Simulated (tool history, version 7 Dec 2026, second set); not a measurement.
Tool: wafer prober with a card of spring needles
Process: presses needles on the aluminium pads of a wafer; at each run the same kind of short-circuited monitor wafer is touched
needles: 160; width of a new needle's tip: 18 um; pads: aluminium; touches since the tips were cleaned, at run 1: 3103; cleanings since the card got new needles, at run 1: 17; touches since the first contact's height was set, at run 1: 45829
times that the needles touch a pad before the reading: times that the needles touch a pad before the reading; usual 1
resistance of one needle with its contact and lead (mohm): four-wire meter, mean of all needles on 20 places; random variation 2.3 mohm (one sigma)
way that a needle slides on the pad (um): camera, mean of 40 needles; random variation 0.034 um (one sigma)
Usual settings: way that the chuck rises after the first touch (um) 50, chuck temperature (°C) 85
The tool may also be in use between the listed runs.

run   hour  way that the chuck rises after the first touch (um)  chuck temperature (°C)  times that the needles touch a pad before the reading  touches since the tips were cleaned  cleanings since the card got new needles  touches since the first contact's height was set  resistance of one needle with its contact and lead (mohm)  way that a needle slides on the pad (um)
  1      0                                                   50                      85                                                      1                                 3103                                        17                                             45829                                                        292                                     11.44
        12  -- tips cleaned on abrasive film
  2   22.5                                                   50                      85                                                      1                                 3943                                        18                                             54260                                                        301                                     11.41
      31.3  -- tips cleaned on abrasive film
  3   35.2                                                   50                      85                                                      1                                 1455                                        19                                             58989                                                        280                                     11.39
  4   45.2                                                   50                      85                                                      2                                 5210                                        19                                             62744                                                        286                                     11.41
      50.8  -- tips cleaned on abrasive film
  5   57.3                                                   50                      85                                                      2                                 2460                                        20                                             67286                                                        284                                      11.4
        70  -- tips cleaned on abrasive film
  6   77.5                                                   50                      85                                                      1                                 2817                                        21                                             74845                                                        294                                     11.37
      88.5  -- tips cleaned on abrasive film
  7   91.3                                                   50                      85                                                      1                                 1072                                        22                                             80002                                                        276                                     11.37
     108.3  -- tips cleaned on abrasive film
       112  -- height of the first contact set anew
  8    112                                                   50                      85                                                      1                                 1296                                        23                                                 0                                                        280                                     11.52
       128  -- tips cleaned on abrasive film
  9  132.1                                                   50                      45                                                      1                                 1521                                        24                                              7508                                                        273                                     11.49
     146.4  -- tips cleaned on abrasive film
 10  146.4                                                   50                      45                                                      1                                    0                                        25                                             12849                                                        250                                      11.5
 11  160.3                                                   50                      45                                                      1                                 5234                                        25                                             18083                                                        303                                     11.56
     164.9  -- tips cleaned on abrasive film
     183.3  -- tips cleaned on abrasive film
 12  184.2                                                   50                      67                                                      1                                  332                                        27                                             26997                                                        262                                     11.48
 13  195.6                                                   50                      85                                                      1                                 4634                                        27                                             31299                                                        307                                     11.54
       202  -- tips cleaned on abrasive film
 14  210.5                                                   50                      85                                                      3                                 3215                                        28                                             36879                                                        267                                     11.45
     221.5  -- tips cleaned on abrasive film
 15  234.7                                                   61                      85                                                      1                                 4955                                        29                                             45922                                                        288                                        14
     241.5  -- tips cleaned on abrasive film
 16  246.4                                                   35                      85                                                      1                                 1859                                        30                                             50291                                                        325                                      7.96
     261.4  -- tips cleaned on abrasive film
 17  267.2                                                   68                      91                                                      1                                 2173                                        31                                             58076                                                        276                                      15.6
       280  -- tips cleaned on abrasive film
 18  280.8                                                   45                      91                                                      2                                  306                                        32                                             63172                                                        263                                     10.22
     299.7  -- tips cleaned on abrasive film
 19  299.7                                                   50                      49                                                      1                                    0                                        33                                             70231                                                        254                                     11.44
 20  316.5                                                   45                      28                                                      1                                 6320                                        33                                             76551                                                        320                                     10.25
     318.3  -- tips cleaned on abrasive film
 21  334.5                                                   66                      63                                                      3                                 6119                                        34                                             83297                                                        259                                     15.01
     338.3  -- tips cleaned on abrasive film
     347.4  -- height of the first contact set anew
 22  348.7                                                   66                      63                                                      3                                 3820                                        35                                               514                                                        258                                     15.21
     358.7  -- tips cleaned on abrasive film
 23  369.9                                                   66                      63                                                      3                                 4207                                        36                                              8437                                                        258                                     15.27
       378  -- tips cleaned on abrasive film
 24  393.7                                                   50                      63                                                      3                                 5901                                        37                                             17343                                                        267                                     11.52
     397.3  -- tips cleaned on abrasive film
 25    411                                                   50                      61                                                      2                                 5169                                        38                                             23822                                                        283                                     11.47

Forecast each of these 3 alternatives for the next run:
     416.8  -- tips cleaned on abrasive film
  A  426.9                                                   38                      61                                                      2                                 3771                                        39                                             29757                                                          ?                                         ?
     416.8  -- tips cleaned on abrasive film
  B  426.9                                                   54                      91                                                      1                                 3771                                        39                                             29757                                                          ?                                         ?
     416.8  -- tips cleaned on abrasive film
  C  426.9                                                   31                      58                                                      2                                 3771                                        39                                             29757                                                          ?                                         ?

run  resistance of one needle with its contact and lead (mohm)  way that a needle slides on the pad (um)
  A                                                        306                                      8.71
  B                                                        302                                     12.39
  C                                                        327                                       7.1
Without the tool's hidden state the same runs would have given:
run  resistance of one needle with its contact and lead (mohm)  way that a needle slides on the pad (um)
  A                                                        254                                      8.77
  B                                                        257                                     12.46
  C                                                        251                                      7.16

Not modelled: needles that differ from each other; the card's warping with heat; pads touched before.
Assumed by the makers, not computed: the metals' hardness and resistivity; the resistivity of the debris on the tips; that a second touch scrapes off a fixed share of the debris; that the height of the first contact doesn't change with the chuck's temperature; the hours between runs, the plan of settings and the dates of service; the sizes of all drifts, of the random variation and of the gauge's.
